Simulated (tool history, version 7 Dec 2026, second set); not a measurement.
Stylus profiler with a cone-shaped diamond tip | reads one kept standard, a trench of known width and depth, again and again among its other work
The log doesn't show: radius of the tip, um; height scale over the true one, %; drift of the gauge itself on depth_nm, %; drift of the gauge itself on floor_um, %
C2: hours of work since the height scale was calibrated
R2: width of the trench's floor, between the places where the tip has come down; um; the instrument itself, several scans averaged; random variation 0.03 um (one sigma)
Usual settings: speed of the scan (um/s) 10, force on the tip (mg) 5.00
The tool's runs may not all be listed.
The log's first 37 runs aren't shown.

Run 38, hour 587.3: usual settings but speed of the scan (um/s) 2, force on the tip (mg) 12.20; scans with this tip 4204; C2 30. Result: depth of the trench (Å) 5104.7, R2 46.83 um.
Run 39, hour 601.9: usual settings but speed of the scan (um/s) 9, force on the tip (mg) 5.67; scans with this tip 4278; C2 38. Result: depth of the trench (Å) 5060.6, R2 46.78 um.
Run 40, hour 622.0: usual settings but speed of the scan (um/s) 5, force on the tip (mg) 3.57; scans with this tip 4381; C2 50. Result: depth of the trench (Å) 5046.5, R2 46.76 um.
Run 41, hour 637.3: usual settings but force on the tip (mg) 2.54; scans with this tip 4459; C2 59. Result: depth of the trench (Å) 5036.7, R2 46.74 um.
Run 42, hour 656.8: usual settings but speed of the scan (um/s) 3, force on the tip (mg) 2.28; scans with this tip 4558; C2 71. Result: depth of the trench (Å) 5034.0, R2 46.77 um.
Run 43, hour 677.9: usual settings but speed of the scan (um/s) 12, force on the tip (mg) 3.22; scans with this tip 4665; C2 83. Result: depth of the trench (Å) 5042.7, R2 46.70 um.
Run 44, hour 697.2: usual settings but speed of the scan (um/s) 9, force on the tip (mg) 10.50; scans with this tip 4764; C2 95. Result: depth of the trench (Å) 5094.9, R2 46.74 um.
Run 45, hour 713.8: usual settings but speed of the scan (um/s) 7, force on the tip (mg) 6.11; scans with this tip 4848; C2 105. Result: depth of the trench (Å) 5068.7, R2 46.72 um.

3 ways to go on from here, each from the tool as it stands after run 45. What would each give?
Run A, hour 734.2: usual settings but speed of the scan (um/s) 5, force on the tip (mg) 10.32; scans with this tip 4952; C2 117. Result: depth of the trench (Å) ?, R2 ?.
Run B, hour 734.2: usual settings but speed of the scan (um/s) 25, force on the tip (mg) 2.61; scans with this tip 4952; C2 117. Result: depth of the trench (Å) ?, R2 ?.
Run C, hour 734.2: usual settings but speed of the scan (um/s) 29, force on the tip (mg) 6.64; scans with this tip 4952; C2 117. Result: depth of the trench (Å) ?, R2 ?.

run  depth of the trench (Å)     R2
  A                   5095.6  46.80
  B                   5040.4  46.66
  C                   5069.7  46.68
Without the tool's hidden state the same runs would have given:
run  depth of the trench (Å)     R2
  A                   5093.3  47.03
  B                   5038.1  46.89
  C                   5067.4  46.91

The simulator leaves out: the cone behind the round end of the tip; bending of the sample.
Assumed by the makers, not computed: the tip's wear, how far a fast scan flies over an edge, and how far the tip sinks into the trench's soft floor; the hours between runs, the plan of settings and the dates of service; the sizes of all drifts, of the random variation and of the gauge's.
